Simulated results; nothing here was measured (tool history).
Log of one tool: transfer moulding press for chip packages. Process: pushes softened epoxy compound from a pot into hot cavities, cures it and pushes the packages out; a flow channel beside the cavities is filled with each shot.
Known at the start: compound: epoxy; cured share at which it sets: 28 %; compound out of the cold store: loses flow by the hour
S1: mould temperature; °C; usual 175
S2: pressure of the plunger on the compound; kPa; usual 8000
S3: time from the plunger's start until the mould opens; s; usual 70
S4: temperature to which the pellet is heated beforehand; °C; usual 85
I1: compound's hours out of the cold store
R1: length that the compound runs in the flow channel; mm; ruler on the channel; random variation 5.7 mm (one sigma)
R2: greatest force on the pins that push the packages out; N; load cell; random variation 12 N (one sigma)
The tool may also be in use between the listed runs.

run,hour,S1,S2,S3,S4,I1,R1,R2
1,0.0,175,8000,70,85,32.1,830,773
# hour 11.3: plunger's sealing rings changed
2,15.5,175,8000,70,85,42.5,843,873
3,33.6,175,7710,70,85,9.1,1013,1099
# hour 46.2: cavities cleaned with cleaning compound and waxed
4,48.9,175,8000,70,80,17.4,968,605
5,59.6,175,9270,70,80,45.7,878,740
6,77.9,175,8240,70,85,30.3,903,927
7,87.8,175,8240,70,84,13.3,1010,1092
8,106.1,168,8000,70,85,42.6,826,1717
# hour 110.6: cavities cleaned with cleaning compound and waxed
9,122.3,175,8000,106,85,45.5,807,496
10,131.2,175,8000,106,85,44.4,804,577
11,146.9,183,7100,106,81,23.3,867,672
12,164.3,171,6180,83,85,13.4,862,1042
# hour 175.0: cavities cleaned with cleaning compound and waxed
13,183.1,171,6180,83,85,12.2,879,629
14,195.4,168,7600,100,81,39.2,804,636
15,208.1,181,6050,70,91,39.7,700,725
16,217.0,180,6050,77,76,19.2,800,748
17,226.5,183,6340,77,81,41.1,706,739

3 ways to go on from here, each from the tool as it stands after run 17. What would each give?
# hour 239.2: cavities cleaned with cleaning compound and waxed
A,246.0,183,7160,80,81,11.5,?,?
# hour 239.2: cavities cleaned with cleaning compound and waxed
B,246.0,182,8000,94,89,31.6,?,?
# hour 239.2: cavities cleaned with cleaning compound and waxed
C,246.0,175,8000,105,87,23.0,?,?

run,R1,R2
A,907,436
B,847,429
C,904,437
Without the tool's hidden state the same runs would have given:
run,R1,R2
A,956,354
B,893,346
C,952,354

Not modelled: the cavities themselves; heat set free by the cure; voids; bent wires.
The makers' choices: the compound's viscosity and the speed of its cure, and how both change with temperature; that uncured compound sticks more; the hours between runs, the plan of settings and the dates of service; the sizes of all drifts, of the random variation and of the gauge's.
